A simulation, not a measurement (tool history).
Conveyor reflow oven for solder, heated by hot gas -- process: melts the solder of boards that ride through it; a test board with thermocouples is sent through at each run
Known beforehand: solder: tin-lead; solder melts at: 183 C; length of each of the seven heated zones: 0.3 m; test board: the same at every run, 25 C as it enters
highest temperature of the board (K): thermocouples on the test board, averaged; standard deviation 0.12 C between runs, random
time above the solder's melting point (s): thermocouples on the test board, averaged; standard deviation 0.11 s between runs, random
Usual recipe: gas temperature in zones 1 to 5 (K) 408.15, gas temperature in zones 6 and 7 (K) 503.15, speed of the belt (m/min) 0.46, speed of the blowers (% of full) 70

| run | hour | gas temperature in zones 1 to 5 (K) | gas temperature in zones 6 and 7 (K) | speed of the belt (m/min) | speed of the blowers (% of full) | highest temperature of the board (K) | time above the solder's melting point (s) |
|---|---|---|---|---|---|---|---|
| 1 | 0 | 408.15 | 503.15 | 0.46 | 70 | 486.85 | 54.9 |
| 2 | 13.5 | 408.15 | 503.15 | 0.533 | 70 | 481.85 | 41.8 |
| 3 | 27.7 | 408.15 | 511.15 | 0.46 | 70 | 493.75 | 60.2 |
| 4 | 45.8 | 408.15 | 511.15 | 0.46 | 70 | 493.65 | 60.1 |
| 5 | 62.1 | 408.15 | 511.15 | 0.46 | 70 | 493.75 | 60.3 |
| 6 | 81.1 | 408.15 | 511.15 | 0.46 | 70 | 493.65 | 60.2 |
| 7 | 110.3 | 408.15 | 503.15 | 0.4 | 70 | 490.65 | 67.8 |
| 8 | 122.3 | 408.15 | 503.15 | 0.46 | 70 | 486.45 | 54.7 |
| 9 | 134.5 | 408.15 | 503.15 | 0.46 | 70 | 486.55 | 54.5 |
| 10 | 161 | 408.15 | 503.15 | 0.46 | 70 | 486.35 | 54.3 |
| 11 | 187.7 | 408.15 | 503.15 | 0.46 | 70 | 486.45 | 54.5 |
| 12 | 206.9 | 408.15 | 513.15 | 0.46 | 70 | 494.95 | 61.3 |
| 13 | 221.3 | 408.15 | 513.15 | 0.46 | 70 | 495.05 | 61.2 |
| 14 | 241.3 | 408.15 | 513.15 | 0.46 | 70 | 495.35 | 61.1 |
| 15 | 254.5 | 408.15 | 513.15 | 0.46 | 70 | 495.05 | 61.3 |
| 16 | 280.5 | 408.15 | 503.15 | 0.46 | 64 | 484.55 | 52.1 |
| 17 | 303.5 | 400.15 | 503.15 | 0.46 | 64 | 482.75 | 47.7 |
| 18 | 320.5 | 400.15 | 503.15 | 0.46 | 64 | 482.75 | 47.7 |
| 19 | 346.6 | 400.15 | 503.15 | 0.46 | 64 | 482.85 | 47.6 |
| 20 | 372.6 | 402.15 | 503.15 | 0.46 | 71 | 485.25 | 51.4 |
| 21 | 389.6 | 402.15 | 497.15 | 0.51 | 71 | 476.65 | 36.8 |
| 22 | 411.3 | 402.15 | 497.15 | 0.51 | 71 | 476.45 | 36.5 |
| 23 | 430.3 | 402.15 | 497.15 | 0.51 | 71 | 476.45 | 36.5 |
| 24 | 452.2 | 416.15 | 497.15 | 0.511 | 71 | 479.15 | 44.4 |
|  | 463.7 | flux residue cleaned out of gas plates and filters |
| 25 | 479.4 | 416.15 | 497.15 | 0.511 | 71 | 481.05 | 46.9 |
| 26 | 506.2 | 415.15 | 497.15 | 0.511 | 78 | 482.75 | 48.7 |
| 27 | 521.9 | 416.15 | 509.15 | 0.518 | 63 | 488.15 | 51.3 |
| 28 | 539.7 | 416.15 | 509.15 | 0.518 | 63 | 488.05 | 51.3 |
| 29 | 564.3 | 404.15 | 500.15 | 0.46 | 51 | 477.25 | 41.9 |
| 30 | 584.6 | 404.15 | 500.15 | 0.46 | 51 | 477.15 | 41.8 |
| 31 | 608.7 | 408.15 | 518.15 | 0.375 | 70 | 507.15 | 85 |

4 options for the next run, each taken on its own from the tool as it stands now. Forecast them:
| A | 632.3 | 423.15 | 494.15 | 0.448 | 70 | ? | ? |
| B | 632.3 | 407.15 | 509.15 | 0.46 | 70 | ? | ? |
| C | 632.3 | 413.15 | 500.15 | 0.375 | 70 | ? | ? |
| D | 632.3 | 408.15 | 507.15 | 0.375 | 70 | ? | ? |

| run | highest temperature of the board (K) | time above the solder's melting point (s) |
|---|---|---|
| A | 482.85 | 59.8 |
| B | 492.65 | 59.3 |
| C | 490.65 | 76.1 |
| D | 496.65 | 78.4 |
Take away the tool's hidden state, keep each run's random variation, and the runs would have read:
| run | highest temperature of the board (K) | time above the solder's melting point (s) |
|---|---|---|
| A | 483.15 | 59.9 |
| B | 493.05 | 59.4 |
| C | 490.95 | 76.1 |
| D | 497.05 | 78.3 |

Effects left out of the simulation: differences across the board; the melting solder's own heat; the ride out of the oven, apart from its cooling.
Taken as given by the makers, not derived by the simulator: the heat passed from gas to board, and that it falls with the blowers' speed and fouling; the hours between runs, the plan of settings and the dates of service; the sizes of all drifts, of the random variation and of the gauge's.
